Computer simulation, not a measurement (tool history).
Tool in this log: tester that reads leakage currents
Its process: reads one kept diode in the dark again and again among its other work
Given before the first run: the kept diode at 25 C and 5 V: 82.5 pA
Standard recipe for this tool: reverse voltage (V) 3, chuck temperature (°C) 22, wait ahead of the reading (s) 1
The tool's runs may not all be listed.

run    hour  reverse voltage (V)  chuck temperature (°C)  wait ahead of the reading (s)  current that the tester gives (pA)
  1       0                    3                      22                              1                               50.71
  2    72.6                 2.08                      22                              1                                40.2
  3   146.2                    3                      22                              1                               49.66
        215  -- probe card cleaned and baked
      227.4  -- chuck's temperature calibrated
  4   229.9                    3                      22                           6.78                               48.98
  5   297.9                    3                      22                              1                               48.67
  6   427.4                    3                      22                              1                               47.86
  7   548.7                    3                      22                              1                               46.69
  8   627.7                    3                      55                              1                              446.06
  9   761.5                    3                      22                              1                               45.42
 10   912.7                    3                      22                              1                               44.52
       1025  -- chuck's temperature calibrated
 11    1036                    3                      22                              1                               51.87
 12  1108.6                    3                      22                              1                               51.05
 13  1178.3                    3                      22                              1                               50.91
 14  1288.6                    3                      22                              1                               49.88
 15  1399.6                 9.65                      22                              1                               98.71
 16  1558.9                    3                      22                              1                               47.98
 17  1708.2                    3                      22                              1                               47.07
     1818.6  -- chuck's temperature calibrated
 18    1869                    3                      22                              1                               53.15
 19  2005.4                    3                      22                           3.85                               51.93
 20  2076.7                  3.4                      22                           0.54                               56.04
 21  2216.3                    3                      34                              1                              114.63
 22  2364.6                    3                      34                              1                              112.92
 23  2469.9                 1.37                      53                           0.37                              245.28
     2614.5  -- chuck's temperature calibrated
 24  2619.5                 6.43                      32                           7.47                              172.17
 25  2687.9                 6.43                      32                           7.47                              170.73
 26  2783.8                 6.43                      32                           7.47                               168.2
     2837.4  -- probe card cleaned and baked
 27  2929.5                 1.59                      41                              1                               127.5
 28  3076.1                    3                      40                           0.31                              166.83
 29  3150.6                    3                      40                           0.31                              164.18
 30  3293.5                    3                      40                           0.31                              159.27
 31  3375.8                    3                      40                           0.31                              158.23
     3417.6  -- chuck's temperature calibrated
 32  3459.6                 1.45                      22                           4.28                               33.65

Estimate the outcome of run 33 from the log above:
     3495.9  -- tester calibrated
 33  3533.1                 3.96                      30                           1.13                                   ?

Run 33 produced current that the tester gives (pA) 106.24.
The same run, on a tool lacking any hidden state, would have yielded current that the tester gives (pA) 105.35.

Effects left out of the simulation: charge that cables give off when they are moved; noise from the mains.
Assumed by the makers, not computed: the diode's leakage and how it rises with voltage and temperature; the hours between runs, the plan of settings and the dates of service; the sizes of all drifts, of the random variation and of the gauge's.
